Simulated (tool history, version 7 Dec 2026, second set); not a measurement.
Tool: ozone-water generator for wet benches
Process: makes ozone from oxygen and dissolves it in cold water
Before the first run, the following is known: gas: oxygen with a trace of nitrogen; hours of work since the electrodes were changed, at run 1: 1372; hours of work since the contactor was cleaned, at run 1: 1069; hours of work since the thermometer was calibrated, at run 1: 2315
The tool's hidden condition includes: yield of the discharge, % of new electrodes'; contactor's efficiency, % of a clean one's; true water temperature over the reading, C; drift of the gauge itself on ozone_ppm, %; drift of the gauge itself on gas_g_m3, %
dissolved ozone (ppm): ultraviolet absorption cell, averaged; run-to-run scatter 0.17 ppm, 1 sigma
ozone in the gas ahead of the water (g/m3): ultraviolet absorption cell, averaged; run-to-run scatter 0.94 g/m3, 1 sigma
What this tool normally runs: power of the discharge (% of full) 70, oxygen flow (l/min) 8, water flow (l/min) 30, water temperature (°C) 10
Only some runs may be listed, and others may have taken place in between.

| run | hour | power of the discharge (% of full) | oxygen flow (l/min) | water flow (l/min) | water temperature (°C) | hours of work since the electrodes were changed | hours of work since the contactor was cleaned | hours of work since the thermometer was calibrated | dissolved ozone (ppm) | ozone in the gas ahead of the water (g/m3) |
|---|---|---|---|---|---|---|---|---|---|---|
| 1 | 0 | 70 | 8 | 30 | 10 | 1372 | 1069 | 2315 | 20.7 | 152.7 |
| 2 | 97.4 | 91 | 8 | 30 | 10 | 1456 | 1153 | 2399 | 25.9 | 192.5 |
| 3 | 207.7 | 70 | 8 | 30 | 10 | 1552 | 1249 | 2495 | 20.7 | 152.8 |
| 4 | 319.2 | 93 | 8 | 30 | 10 | 1649 | 1346 | 2592 | 26.2 | 194 |
| 5 | 434.4 | 93 | 8 | 30 | 10 | 1749 | 1446 | 2692 | 26.3 | 193.2 |
| 6 | 505.7 | 93 | 8 | 30 | 10 | 1811 | 1508 | 2754 | 26 | 192.2 |
| 7 | 561.5 | 93 | 8 | 30 | 10 | 1860 | 1557 | 2803 | 26.2 | 192.4 |
| 8 | 668.3 | 93 | 8 | 30 | 10 | 1953 | 1650 | 2896 | 25.7 | 191.2 |
|  | 679 | water thermometer calibrated |
| 9 | 746.6 | 93 | 8 | 30 | 10 | 2020 | 1717 | 59 | 25.6 | 192.5 |
| 10 | 840.6 | 93 | 8 | 42 | 9 | 2102 | 1799 | 140 | 19.4 | 191 |
| 11 | 928.9 | 44 | 14.34 | 30 | 13 | 2179 | 1876 | 217 | 12.9 | 74.7 |
| 12 | 981.1 | 88 | 9.88 | 30 | 11 | 2224 | 1921 | 263 | 24.3 | 165.4 |

What if the next run were any one of these 3? Each begins from the tool's condition after run 12:
|  | 992.2 | water thermometer calibrated, once more |
| A | 1086.1 | 70 | 4.2 | 30 | 10 | 2315 | 2012 | 82 | ? | ? |
|  | 992.2 | water thermometer calibrated, once more |
| B | 1086.1 | 42 | 14.11 | 30 | 5 | 2315 | 2012 | 82 | ? | ? |
|  | 992.2 | water thermometer calibrated, once more |
| C | 1086.1 | 63 | 12.02 | 30 | 11 | 2315 | 2012 | 82 | ? | ? |

| run | dissolved ozone (ppm) | ozone in the gas ahead of the water (g/m3) |
|---|---|---|
| A | 17.3 | 202.4 |
| B | 14.4 | 72.9 |
| C | 18.5 | 111.4 |
Stripped of hidden state, with their random variation kept, the same runs would have yielded:
| run | dissolved ozone (ppm) | ozone in the gas ahead of the water (g/m3) |
|---|---|---|
| A | 19.1 | 217.1 |
| B | 15.4 | 75.8 |
| C | 20.2 | 118.7 |
